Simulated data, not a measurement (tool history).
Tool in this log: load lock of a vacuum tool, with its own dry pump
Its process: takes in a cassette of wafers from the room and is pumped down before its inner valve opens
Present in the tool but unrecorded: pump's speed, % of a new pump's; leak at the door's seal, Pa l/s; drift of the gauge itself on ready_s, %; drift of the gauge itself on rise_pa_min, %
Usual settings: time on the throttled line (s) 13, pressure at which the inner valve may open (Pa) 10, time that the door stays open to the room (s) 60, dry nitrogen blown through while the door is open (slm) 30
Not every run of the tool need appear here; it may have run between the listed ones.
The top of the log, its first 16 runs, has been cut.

run      day  time on the throttled line (s)  pressure at which the inner valve may open (Pa)  time that the door stays open to the room (s)  dry nitrogen blown through while the door is open (slm)  hours that the pump has run since its overhaul  times that the door has closed on its seal  incoming humidity of the room's air, %  time from the closed door until the inner valve may open (s)  rise of the pressure with all valves shut (Pa/min)
 17   78.479                              13                                               12                                             60                                                       30                                            2364                                       19154                                    45.3                                                            23                                               0.282
 18   84.362                              13                                               12                                             60                                                       30                                            2506                                       19521                                    42.5                                                          22.7                                               0.292
 19   89.721                              13                                               12                                             88                                                       30                                            2634                                       19855                                    46.1                                                          22.7                                               0.318
 20   93.429                              13                                               10                                             57                                                       38                                            2723                                       20086                                    43.4                                                          23.1                                               0.299
 21   97.183                              13                                                8                                             57                                                       24                                            2813                                       20320                                    47.2                                                          23.1                                               0.311
 22   102.15                              13                                                8                                             60                                                        8                                            2932                                       20630                                    44.9                                                          24.1                                               0.329
 23  107.588                              13                                                8                                             60                                                        8                                            3063                                       20969                                      47                                                          23.8                                                0.35
 24  110.862                              13                                               11                                             60                                                        4                                            3142                                       21173                                    49.3                                                          23.4                                               0.355
 25  114.396                              13                                                8                                             75                                                        5                                            3226                                       21393                                    42.7                                                          23.8                                               0.356
 26  119.567                               6                                               20                                             46                                                        5                                            3350                                       21715                                    44.8                                                          16.5                                               0.353
 27  125.833                               6                                               20                                             46                                                        5                                            3501                                       22106                                    44.1                                                          16.6                                               0.344
 28  129.712                              25                                               10                                            240                                                       30                                            3594                                       22348                                    44.3                                                          32.6                                               0.403

Estimate the outcome of run 29 from the log above:
 29  132.804                              25                                               10                                            110                                                       30                                            3668                                       22540                                    44.2                                                             ?                                                   ?

Run 29 gave time from the closed door until the inner valve may open (s) 32.9, rise of the pressure with all valves shut (Pa/min) 0.377.
Were there no unlogged condition in the tool, this run, its random variation unchanged, would have produced time from the closed door until the inner valve may open (s) 32.4, rise of the pressure with all valves shut (Pa/min) 0.073.

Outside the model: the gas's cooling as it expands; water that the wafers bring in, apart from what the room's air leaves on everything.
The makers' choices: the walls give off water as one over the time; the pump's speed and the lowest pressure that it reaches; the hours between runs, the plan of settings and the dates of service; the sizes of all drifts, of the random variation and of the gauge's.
